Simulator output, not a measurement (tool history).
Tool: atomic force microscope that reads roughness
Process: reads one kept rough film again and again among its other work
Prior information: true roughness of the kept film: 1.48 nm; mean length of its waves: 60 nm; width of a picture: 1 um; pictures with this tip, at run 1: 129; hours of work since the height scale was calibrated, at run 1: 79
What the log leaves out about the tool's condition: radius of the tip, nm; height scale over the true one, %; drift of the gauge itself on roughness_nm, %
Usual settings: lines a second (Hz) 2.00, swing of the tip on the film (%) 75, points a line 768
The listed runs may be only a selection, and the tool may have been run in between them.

run,hour,lines a second (Hz),swing of the tip on the film (%),points a line,pictures with this tip,hours of work since the height scale was calibrated,roughness of the kept film (nm (root mean square))
1,0.0,2.00,75,768,129,79,1.284
2,19.1,2.00,75,768,150,89,1.280
3,39.6,2.96,75,768,173,99,1.219
4,57.2,2.00,75,768,193,108,1.275
5,70.5,2.00,62,768,208,115,1.351
6,91.3,2.00,62,768,231,126,1.343
7,102.7,2.00,62,768,244,132,1.343
8,122.3,2.00,62,768,266,142,1.340
# hour 125.1: height scale calibrated on a step standard
9,144.6,2.00,75,768,289,10,1.262
10,162.2,2.00,75,796,309,19,1.256
# hour 175.5: new tip fitted
11,180.1,2.00,75,683,6,28,1.306
12,203.7,2.00,75,683,32,40,1.301
13,221.0,2.00,75,683,51,49,1.303
14,232.0,2.00,66,768,64,54,1.354
15,250.7,0.58,75,892,85,64,1.401
16,276.1,0.58,75,892,113,77,1.395
# hour 278.2: height scale calibrated on a step standard, once more
17,289.4,1.31,66,892,127,6,1.373
18,310.7,1.32,75,768,151,17,1.330
19,327.3,3.62,82,862,169,25,1.090
20,346.1,0.61,67,482,190,35,1.393
21,359.5,0.61,61,482,205,42,1.402

Here are 4 independent what-if runs from the current tool condition. What would each one return?
A,374.4,0.61,68,482,222,49,?
B,374.4,2.00,89,1017,222,49,?
C,374.4,1.83,72,470,222,49,?
D,374.4,0.61,69,482,222,49,?

run,roughness of the kept film (nm (root mean square))
A,1.386
B,1.152
C,1.297
D,1.379
What these runs would have given with no unlogged condition in the tool:
run,roughness of the kept film (nm (root mean square))
A,1.426
B,1.185
C,1.334
D,1.419
